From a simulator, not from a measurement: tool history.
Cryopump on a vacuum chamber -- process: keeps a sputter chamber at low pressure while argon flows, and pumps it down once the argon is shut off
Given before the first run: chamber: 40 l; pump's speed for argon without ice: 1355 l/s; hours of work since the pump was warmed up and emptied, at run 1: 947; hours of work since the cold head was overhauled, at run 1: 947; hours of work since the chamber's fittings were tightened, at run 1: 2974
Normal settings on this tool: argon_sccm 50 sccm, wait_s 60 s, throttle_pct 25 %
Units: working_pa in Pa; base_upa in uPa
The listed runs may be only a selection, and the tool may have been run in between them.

run,day,argon_sccm,wait_s,throttle_pct,hours of work since the pump was warmed up and emptied,hours of work since the cold head was overhauled,hours of work since the chamber's fittings were tightened,working_pa,base_upa
1,0.000,50,60,25,947,947,2974,0.2771,2.28
2,1.496,50,60,25,963,963,2990,0.2775,2.28
3,2.675,50,60,25,976,976,3003,0.2769,2.27
4,3.721,50,60,25,987,987,3014,0.2762,2.30
5,5.838,50,60,25,1010,1010,3037,0.2776,2.29
6,7.129,50,60,25,1024,1024,3051,0.2801,2.35
7,8.633,50,281,25,1040,1040,3067,0.2798,1.23
# day 9.183: pump warmed up, emptied and cooled again
8,10.767,50,281,25,17,1061,3087,0.2488,0.95
9,13.025,50,281,25,41,1085,3112,0.2514,1.00
10,14.683,50,281,25,59,1103,3130,0.2510,0.99
11,16.012,50,281,25,74,1117,3144,0.2521,1.00
12,17.329,50,88,25,88,1131,3158,0.2516,1.63
13,18.525,50,60,33,101,1144,3171,0.1930,2.11
14,19.638,37,47,16,113,1156,3183,0.2912,2.52
15,21.696,23,231,49,135,1178,3205,0.0601,1.15
16,23.575,23,231,49,155,1198,3225,0.0615,1.09
17,25.112,71,38,25,172,1215,3242,0.3573,2.88
18,26.529,48,60,25,187,1230,3257,0.2419,2.08
19,28.342,70,26,30,206,1250,3277,0.2983,3.99
20,30.308,65,106,30,227,1271,3298,0.2796,1.53
21,31.612,34,148,30,242,1285,3312,0.1454,1.33
22,33.208,27,193,32,259,1302,3329,0.1075,1.15
23,34.621,27,193,32,274,1317,3344,0.1095,1.13
24,36.621,23,53,27,295,1339,3366,0.1100,2.40
25,38.429,23,241,54,315,1358,3385,0.0571,1.12

Consider 5 possible next runs. They are alternatives, not a sequence: every one starts from the tool as it was left by run 25. What does each give?
A,39.729,21,38,30,329,1372,3399,?,?
B,39.729,23,241,25,329,1372,3399,?,?
C,39.729,50,204,15,329,1372,3399,?,?
D,39.729,50,60,41,329,1372,3399,?,?
E,39.729,50,60,18,329,1372,3399,?,?

run,working_pa,base_upa
A,0.0906,2.99
B,0.1179,1.13
C,0.4267,1.15
D,0.1600,2.20
E,0.3523,2.13
Take away the tool's hidden state, keep each run's random variation, and the runs would have read:
run,working_pa,base_upa
A,0.0873,2.40
B,0.1143,0.56
C,0.4188,0.57
D,0.1521,1.61
E,0.3444,1.56
